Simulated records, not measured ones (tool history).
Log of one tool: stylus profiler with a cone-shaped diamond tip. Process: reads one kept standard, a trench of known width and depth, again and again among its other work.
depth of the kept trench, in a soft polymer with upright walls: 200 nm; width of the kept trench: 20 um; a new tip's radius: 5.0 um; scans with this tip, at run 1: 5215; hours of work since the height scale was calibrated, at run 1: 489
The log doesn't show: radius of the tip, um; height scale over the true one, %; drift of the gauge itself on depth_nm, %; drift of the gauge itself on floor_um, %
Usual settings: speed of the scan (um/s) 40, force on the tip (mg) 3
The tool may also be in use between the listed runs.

run,day,speed of the scan (um/s),force on the tip (mg),scans with this tip,hours of work since the height scale was calibrated,depth of the trench (nm),width of the trench's floor (um)
1,0,40,3,5215,489,203.25,15.56
2,2.033,40,3,5514,517,203.27,15.55
3,3.058,72,3,5666,531,203.29,15.4
4,4.058,72,3,5813,545,203.32,15.26
5,5.112,40,3,5968,560,203.32,15.42
6,7.183,40,3,6273,588,203.32,15.39
7,8.858,40,3,6520,611,203.32,15.34
8,10.079,40,3,6700,628,203.34,15.35
9,11.875,40,3,6965,653,203.38,15.26
10,13.771,40,3,7244,679,203.36,15.23
11,15.971,40,3,7568,710,203.39,15.15
12,17.908,40,3,7854,736,203.42,15.14
13,19.767,40,3,8128,762,203.39,15.08
14,20.779,40,3,8277,776,203.41,15.02
# day 21.158: new tip fitted, height scale calibrated
15,22.183,40,3,151,14,202.83,16.87
16,24.375,114,5.39,474,44,204.23,16.5
17,26.438,18,3.15,778,73,203.06,16.8
# day 26.608: height scale calibrated on a step standard
18,28.562,135,3.35,1088,27,203.13,16.07
19,30.438,106,3,1365,53,202.96,16.1
20,31.988,27,5.13,1593,74,204.15,16.62
# day 33.662: height scale calibrated on a step standard, once more
21,34.238,15,5.07,1921,8,203.97,16.54
22,36.15,83,5.22,2203,34,204.04,16.14
23,37.858,83,5.22,2455,58,204.14,16.13
24,39.321,11,3,2671,78,202.84,16.39
25,41.271,11,3,2958,105,202.8,16.3
26,42.933,12,3,3203,128,202.84,16.23
27,44.492,12,3,3433,150,202.83,16.2

Forecast each of these 4 alternatives for the next run:
A,46.575,40,2.09,3740,178,?,?
B,46.575,110,1.62,3740,178,?,?
C,46.575,82,1.98,3740,178,?,?
D,46.575,53,8.95,3740,178,?,?

run,depth of the trench (nm),width of the trench's floor (um)
A,202.22,15.93
B,201.9,15.22
C,202.17,15.59
D,205.96,15.99
Without the tool's hidden state the same runs would have given:
run,depth of the trench (nm),width of the trench's floor (um)
A,202.26,16.96
B,201.95,16.25
C,202.21,16.62
D,206,17.01
